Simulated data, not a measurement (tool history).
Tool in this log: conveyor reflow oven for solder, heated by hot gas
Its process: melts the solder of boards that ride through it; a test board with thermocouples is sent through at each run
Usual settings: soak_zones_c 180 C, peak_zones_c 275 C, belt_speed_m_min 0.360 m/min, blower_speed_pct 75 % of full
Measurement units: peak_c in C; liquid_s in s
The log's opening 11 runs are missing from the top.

run 12 day=5.217 | soak_zones_c=180 peak_zones_c=275 belt_speed_m_min=0.371 blower_speed_pct=75 | peak_c=265.3 liquid_s=100.8
run 13 day=5.854 | soak_zones_c=180 peak_zones_c=275 belt_speed_m_min=0.360 blower_speed_pct=75 | peak_c=266.1 liquid_s=106.1
-- day=6.083 belt drive overhauled, speed set with a stopwatch
run 14 day=6.608 | soak_zones_c=180 peak_zones_c=275 belt_speed_m_min=0.360 blower_speed_pct=75 | peak_c=266.4 liquid_s=104.5
-- day=7.104 thermocouples of zones 6 and 7 changed
run 15 day=7.204 | soak_zones_c=180 peak_zones_c=275 belt_speed_m_min=0.360 blower_speed_pct=75 | peak_c=263.9 liquid_s=103.3
-- day=7.750 belt drive overhauled, speed set with a stopwatch, once more
run 16 day=7.758 | soak_zones_c=180 peak_zones_c=275 belt_speed_m_min=0.402 blower_speed_pct=59 | peak_c=257.2 liquid_s=84.8
run 17 day=8.279 | soak_zones_c=182 peak_zones_c=275 belt_speed_m_min=0.402 blower_speed_pct=51 | peak_c=255.2 liquid_s=84.1
-- day=8.800 flux residue cleaned out of gas plates and filters
run 18 day=8.800 | soak_zones_c=181 peak_zones_c=282 belt_speed_m_min=0.402 blower_speed_pct=51 | peak_c=262.0 liquid_s=89.1
run 19 day=9.462 | soak_zones_c=182 peak_zones_c=275 belt_speed_m_min=0.360 blower_speed_pct=59 | peak_c=261.9 liquid_s=101.1
run 20 day=10.038 | soak_zones_c=182 peak_zones_c=273 belt_speed_m_min=0.391 blower_speed_pct=59 | peak_c=257.7 liquid_s=88.6
run 21 day=10.338 | soak_zones_c=189 peak_zones_c=268 belt_speed_m_min=0.382 blower_speed_pct=60 | peak_c=255.6 liquid_s=94.6
run 22 day=10.696 | soak_zones_c=193 peak_zones_c=285 belt_speed_m_min=0.360 blower_speed_pct=75 | peak_c=275.4 liquid_s=116.6
run 23 day=10.992 | soak_zones_c=181 peak_zones_c=270 belt_speed_m_min=0.360 blower_speed_pct=75 | peak_c=260.1 liquid_s=101.2
run 24 day=11.433 | soak_zones_c=180 peak_zones_c=268 belt_speed_m_min=0.360 blower_speed_pct=61 | peak_c=255.7 liquid_s=96.2
run 25 day=12.050 | soak_zones_c=189 peak_zones_c=275 belt_speed_m_min=0.398 blower_speed_pct=75 | peak_c=263.1 liquid_s=96.7
run 26 day=12.483 | soak_zones_c=172 peak_zones_c=266 belt_speed_m_min=0.415 blower_speed_pct=74 | peak_c=251.2 liquid_s=74.3

Run 27 is up next; what results do you expect?
run 27 day=12.875 | soak_zones_c=172 peak_zones_c=266 belt_speed_m_min=0.415 blower_speed_pct=74 | peak_c=? liquid_s=?

{"run 27": {"peak_c": 251.1, "liquid_s": 74.4}}
If the tool had no hidden condition, the same run with the same run-to-run variation would have returned peak_c 251.5 C, liquid_s 74.8 s.
